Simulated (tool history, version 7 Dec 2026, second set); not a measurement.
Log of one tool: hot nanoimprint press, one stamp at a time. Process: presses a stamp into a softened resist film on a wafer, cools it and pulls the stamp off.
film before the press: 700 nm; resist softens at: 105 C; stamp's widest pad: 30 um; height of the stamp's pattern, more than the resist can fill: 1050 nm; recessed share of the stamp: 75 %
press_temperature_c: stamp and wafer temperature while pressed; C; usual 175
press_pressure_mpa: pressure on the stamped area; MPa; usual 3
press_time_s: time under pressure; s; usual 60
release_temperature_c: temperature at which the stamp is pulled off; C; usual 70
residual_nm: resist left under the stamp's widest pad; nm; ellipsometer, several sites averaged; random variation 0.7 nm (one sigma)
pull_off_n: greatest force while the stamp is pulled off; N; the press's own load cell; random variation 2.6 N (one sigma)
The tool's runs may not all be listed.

run,day,press_temperature_c,press_pressure_mpa,press_time_s,release_temperature_c,residual_nm,pull_off_n
1,0,175,3,60,70,352,139
2,0.4,175,3,60,70,350.3,136
3,0.812,175,3,60,70,350.8,140
4,1.133,175,3,60,70,349.8,138
5,1.383,175,3,60,70,350.7,140
6,1.654,175,3,60,70,349.3,136
7,1.996,175,3,60,70,350.5,139
8,2.246,175,3,60,70,348.9,139
9,2.642,174,3,60,70,363.7,142
10,2.833,174,3,60,70,364.3,138
11,3.042,174,3,60,70,363.3,149
12,3.283,174,3,60,70,363.2,135
13,3.658,174,3,60,70,363.9,138
14,4.029,174,2.91,108,70,294.8,137
15,4.225,177,2.91,108,70,257.4,139
16,4.483,177,2.91,108,70,258.2,142
17,4.792,175,2.51,60,63,373.9,162
18,5.175,176,3,60,75,334,125
19,5.442,170,2.23,41,75,510.4,129
20,5.854,170,2.23,41,75,512.5,126
21,6.029,183,2.23,44,75,325.4,125
22,6.292,164,2.21,97,61,499.5,181
23,6.504,181,2.36,60,67,303.2,145
24,6.862,175,3.19,63,70,332,148
25,7.212,178,3.6,35,77,348.4,118

3 ways to go on from here, each from the tool as it stands after run 25. What would each give?
A,7.412,175,3,45,55,?,?
B,7.412,185,3.6,56,56,?,?
C,7.412,177,3.73,60,72,?,?

run,residual_nm,pull_off_n
A,384,193
B,218.8,190
C,291.6,137
Without the tool's hidden state the same runs would have given:
run,residual_nm,pull_off_n
A,385.8,161
B,219.4,158
C,292.7,114
